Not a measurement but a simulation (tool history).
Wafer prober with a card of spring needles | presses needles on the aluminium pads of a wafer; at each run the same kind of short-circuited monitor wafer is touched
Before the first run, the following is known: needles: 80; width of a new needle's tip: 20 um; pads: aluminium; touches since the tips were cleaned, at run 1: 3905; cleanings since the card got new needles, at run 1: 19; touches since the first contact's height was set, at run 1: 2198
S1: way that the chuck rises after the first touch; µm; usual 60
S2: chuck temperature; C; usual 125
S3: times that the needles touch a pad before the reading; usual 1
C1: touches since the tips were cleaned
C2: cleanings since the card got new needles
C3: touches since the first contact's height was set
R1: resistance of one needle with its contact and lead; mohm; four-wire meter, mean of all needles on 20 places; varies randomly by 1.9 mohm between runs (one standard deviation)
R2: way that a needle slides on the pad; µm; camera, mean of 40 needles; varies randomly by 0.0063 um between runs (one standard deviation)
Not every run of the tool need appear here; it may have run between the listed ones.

{"run": 1, "day": 0.0, "S1": 60, "S2": 125, "S3": 1, "C1": 3905, "C2": 19, "C3": 2198, "R1": 203, "R2": 8.952}
{"run": 2, "day": 0.496, "S1": 52, "S2": 125, "S3": 1, "C1": 6572, "C2": 19, "C3": 4865, "R1": 203, "R2": 7.759}
{"day": 0.575, "done": "tips cleaned on abrasive film"}
{"run": 3, "day": 1.071, "S1": 60, "S2": 125, "S3": 1, "C1": 2665, "C2": 20, "C3": 7919, "R1": 198, "R2": 8.956}
{"day": 1.858, "done": "tips cleaned on abrasive film"}
{"run": 4, "day": 1.858, "S1": 60, "S2": 125, "S3": 3, "C1": 0, "C2": 21, "C3": 12132, "R1": 199, "R2": 8.968}
{"run": 5, "day": 2.812, "S1": 60, "S2": 125, "S3": 3, "C1": 5134, "C2": 21, "C3": 17266, "R1": 200, "R2": 8.977}
{"day": 3.162, "done": "tips cleaned on abrasive film"}
{"run": 6, "day": 3.325, "S1": 60, "S2": 125, "S3": 3, "C1": 862, "C2": 22, "C3": 19986, "R1": 201, "R2": 8.981}
{"run": 7, "day": 4.404, "S1": 60, "S2": 125, "S3": 3, "C1": 6674, "C2": 22, "C3": 25798, "R1": 196, "R2": 8.974}
{"day": 4.462, "done": "tips cleaned on abrasive film"}
{"run": 8, "day": 4.996, "S1": 60, "S2": 125, "S3": 3, "C1": 2855, "C2": 23, "C3": 28934, "R1": 197, "R2": 8.988}
{"day": 5.788, "done": "tips cleaned on abrasive film"}
{"run": 9, "day": 5.975, "S1": 60, "S2": 125, "S3": 1, "C1": 1011, "C2": 24, "C3": 34186, "R1": 198, "R2": 8.995}
{"run": 10, "day": 6.742, "S1": 60, "S2": 125, "S3": 1, "C1": 5114, "C2": 24, "C3": 38289, "R1": 200, "R2": 9.008}
{"day": 7.071, "done": "tips cleaned on abrasive film"}
{"run": 11, "day": 7.771, "S1": 60, "S2": 33, "S3": 1, "C1": 3746, "C2": 25, "C3": 43796, "R1": 183, "R2": 9.022}
{"day": 8.371, "done": "tips cleaned on abrasive film"}
{"run": 12, "day": 8.454, "S1": 60, "S2": 33, "S3": 1, "C1": 467, "C2": 26, "C3": 47462, "R1": 182, "R2": 9.02}
{"run": 13, "day": 9.246, "S1": 60, "S2": 33, "S3": 1, "C1": 4717, "C2": 26, "C3": 51712, "R1": 182, "R2": 9.023}
{"day": 9.696, "done": "tips cleaned on abrasive film"}
{"run": 14, "day": 10.129, "S1": 79, "S2": 33, "S3": 1, "C1": 2322, "C2": 27, "C3": 56429, "R1": 176, "R2": 11.899}
{"day": 11.008, "done": "tips cleaned on abrasive film"}
{"run": 15, "day": 11.079, "S1": 56, "S2": 125, "S3": 1, "C1": 366, "C2": 28, "C3": 61498, "R1": 203, "R2": 8.442}
{"run": 16, "day": 12.196, "S1": 56, "S2": 119, "S3": 3, "C1": 6378, "C2": 28, "C3": 67510, "R1": 199, "R2": 8.441}
{"day": 12.354, "done": "tips cleaned on abrasive film"}
{"run": 17, "day": 12.929, "S1": 48, "S2": 114, "S3": 3, "C1": 3081, "C2": 29, "C3": 71416, "R1": 200, "R2": 7.24}
{"day": 13.621, "done": "height of the first contact set anew"}
{"day": 13.688, "done": "tips cleaned on abrasive film"}
{"run": 18, "day": 13.921, "S1": 48, "S2": 114, "S3": 3, "C1": 1242, "C2": 30, "C3": 1590, "R1": 200, "R2": 7.257}
{"run": 19, "day": 14.525, "S1": 48, "S2": 98, "S3": 3, "C1": 4487, "C2": 30, "C3": 4835, "R1": 198, "R2": 7.25}
{"day": 15.0, "done": "tips cleaned on abrasive film"}
{"run": 20, "day": 15.417, "S1": 53, "S2": 46, "S3": 2, "C1": 2235, "C2": 31, "C3": 9617, "R1": 182, "R2": 8.012}
{"run": 21, "day": 16.15, "S1": 46, "S2": 125, "S3": 1, "C1": 6177, "C2": 31, "C3": 13559, "R1": 205, "R2": 6.964}
{"day": 16.342, "done": "tips cleaned on abrasive film"}
{"run": 22, "day": 16.612, "S1": 60, "S2": 125, "S3": 2, "C1": 1469, "C2": 32, "C3": 16020, "R1": 198, "R2": 9.078}
{"run": 23, "day": 17.375, "S1": 60, "S2": 39, "S3": 2, "C1": 5544, "C2": 32, "C3": 20095, "R1": 182, "R2": 9.097}
{"day": 17.65, "done": "tips cleaned on abrasive film"}
{"run": 24, "day": 17.896, "S1": 74, "S2": 52, "S3": 2, "C1": 1317, "C2": 33, "C3": 22881, "R1": 180, "R2": 11.221}
{"run": 25, "day": 18.421, "S1": 55, "S2": 38, "S3": 1, "C1": 4147, "C2": 33, "C3": 25711, "R1": 184, "R2": 8.342}
{"day": 18.933, "done": "tips cleaned on abrasive film"}
{"run": 26, "day": 18.933, "S1": 70, "S2": 100, "S3": 2, "C1": 0, "C2": 34, "C3": 28424, "R1": 192, "R2": 10.624}
{"run": 27, "day": 19.558, "S1": 46, "S2": 64, "S3": 1, "C1": 3363, "C2": 34, "C3": 31787, "R1": 193, "R2": 6.98}
{"run": 28, "day": 20.062, "S1": 46, "S2": 64, "S3": 1, "C1": 6075, "C2": 34, "C3": 34499, "R1": 188, "R2": 6.983}
{"day": 20.258, "done": "tips cleaned on abrasive film"}
{"run": 29, "day": 20.817, "S1": 67, "S2": 84, "S3": 3, "C1": 3001, "C2": 35, "C3": 38518, "R1": 188, "R2": 10.189}
{"run": 30, "day": 21.288, "S1": 60, "S2": 113, "S3": 1, "C1": 5540, "C2": 35, "C3": 41057, "R1": 198, "R2": 9.143}

Table of differences, measured result less the result of that run with no hidden state. Run-to-run variation is the same in both. Gauge scatter possibly is not:
Unlogged tool condition in this case: debris on the tips, nm; way that the needles fall short of the set height, um; tips' diameter, um; drift of the gauge itself on contact_mohm, %; drift of the gauge itself on scrub_um, %.
run=1 R2=+0
run=2 R2=+0.003
run=3 R2=+0.009
run=4 R2=+0.015
run=5 R2=+0.023
run=6 R2=+0.028
run=7 R2=+0.037
run=8 R2=+0.041
run=9 R2=+0.049
run=10 R2=+0.056
run=11 R2=+0.065
run=12 R2=+0.07
run=13 R2=+0.077
run=14 R2=+0.112
run=15 R2=+0.086
run=16 R2=+0.095
run=17 R2=+0.086
run=18 R2=+0.093
run=19 R2=+0.097
run=20 R2=+0.114
run=21 R2=+0.104
run=22 R2=+0.139
run=23 R2=+0.145
run=24 R2=+0.184
run=25 R2=+0.141
run=26 R2=+0.184
run=27 R2=+0.125
run=28 R2=+0.129
run=29 R2=+0.194
run=30 R2=+0.178
R1: differs from the measured result by no more than 1 mohm in any run.

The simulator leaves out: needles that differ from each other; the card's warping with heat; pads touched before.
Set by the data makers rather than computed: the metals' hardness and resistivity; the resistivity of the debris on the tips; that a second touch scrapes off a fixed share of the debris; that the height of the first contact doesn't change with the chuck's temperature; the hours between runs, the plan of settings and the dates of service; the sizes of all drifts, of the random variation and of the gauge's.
